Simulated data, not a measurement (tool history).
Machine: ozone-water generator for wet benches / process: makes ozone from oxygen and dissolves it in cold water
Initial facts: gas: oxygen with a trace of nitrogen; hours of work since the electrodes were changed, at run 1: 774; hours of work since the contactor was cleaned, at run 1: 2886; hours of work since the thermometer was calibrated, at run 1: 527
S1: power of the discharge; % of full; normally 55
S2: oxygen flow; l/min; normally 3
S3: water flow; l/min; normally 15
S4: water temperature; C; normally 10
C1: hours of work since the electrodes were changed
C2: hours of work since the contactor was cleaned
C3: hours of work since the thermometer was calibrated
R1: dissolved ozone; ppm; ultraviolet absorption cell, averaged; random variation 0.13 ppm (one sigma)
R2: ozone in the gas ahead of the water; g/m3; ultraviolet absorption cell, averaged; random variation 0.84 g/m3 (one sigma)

run,hour,S1,S2,S3,S4,C1,C2,C3,R1,R2
1,0,55,3,15,10,774,2886,527,14.3,134.1
2,79.5,55,3,15,10,831,2944,584,14.7,135.5
3,192.5,55,3,15,10,913,3025,666,14.4,133.8
4,301.3,55,3,15,10,991,3104,744,14.7,133.3
5,408,55,3,9,10,1068,3181,821,22,135.8
6,525.8,55,3,9,10,1153,3266,907,22.4,134
7,659.2,55,3,15,10,1250,3362,1003,14.4,133.2
8,790.3,55,3,15,10,1344,3457,1097,14.5,133.8
9,951.6,55,3,15,10,1461,3574,1214,14.4,133.5
10,1054,55,3,15,10,1535,3648,1288,14.3,135.2
11,1128.2,55,3,15,14,1588,3701,1342,13.8,133.3
12,1256.6,55,3,15,9,1681,3794,1434,14.5,135.4
13,1374.8,47,3,15,10,1766,3879,1520,12.9,119.1
14,1491.9,55,3,15,16,1851,3964,1604,13.5,134.3
15,1624.6,55,3,15,16,1947,4060,1700,13.6,133.1
16,1770.4,55,3,15,16,2052,4165,1805,13.3,133.2
# hour 1784.2: water thermometer calibrated
17,1856.4,55,3,15,16,2114,4227,52,13.5,135
18,1951.9,55,2.71,15,10,2183,4296,121,13.9,137.9
19,2107.9,55,2.71,15,10,2295,4408,234,13.7,136.9
20,2198.6,55,2.71,15,10,2361,4474,299,13.7,136.6
21,2371.4,87,2.15,20,11,2486,4599,424,13.5,209.1
22,2540.8,87,2.15,20,11,2608,4721,546,13.2,209.5
23,2627.7,87,2.19,20,14,2671,4784,609,13,208.2
24,2732,71,2.19,21,12,2746,4859,684,10.6,178.2
# hour 2759.8: water thermometer calibrated, once more
25,2851.6,71,2.19,21,12,2832,4945,66,10.7,175.9
26,2927.7,71,3.55,19,12,2887,5000,121,14.5,154.5
27,3058.2,71,3.55,19,12,2981,5094,215,14.4,152.6
28,3168.8,59,1.89,18,12,3061,5174,295,9.8,159.1
29,3331.5,68,3.52,21,10,3178,5291,413,13.1,148.1
30,3414.7,96,3.52,21,6,3239,5352,473,17.5,191.1
31,3576.8,96,3.52,11,6,3356,5469,590,31.4,192.1
32,3676.2,55,4.52,11,10,3427,5540,662,20.4,115.4

Alternative continuations, all from the tool just after run 32; predict every row:
A,3820.8,54,4.8,16,10,3532,5645,766,?,?
B,3820.8,55,4.52,11,8,3532,5645,766,?,?
C,3820.8,92,3,9,10,3532,5645,766,?,?
D,3820.8,76,1.89,11,12,3532,5645,766,?,?
E,3820.8,66,3,12,11,3532,5645,766,?,?

run,R1,R2
A,15.4,112.8
B,20.8,116.8
C,31.6,193.9
D,19.3,193.1
E,19.3,149.8
With the hidden condition removed and each run's random variation left untouched, the same runs would have given:
run,R1,R2
A,16.3,117
B,22,121.2
C,33.9,205
D,20.6,202.8
E,20.6,156.6
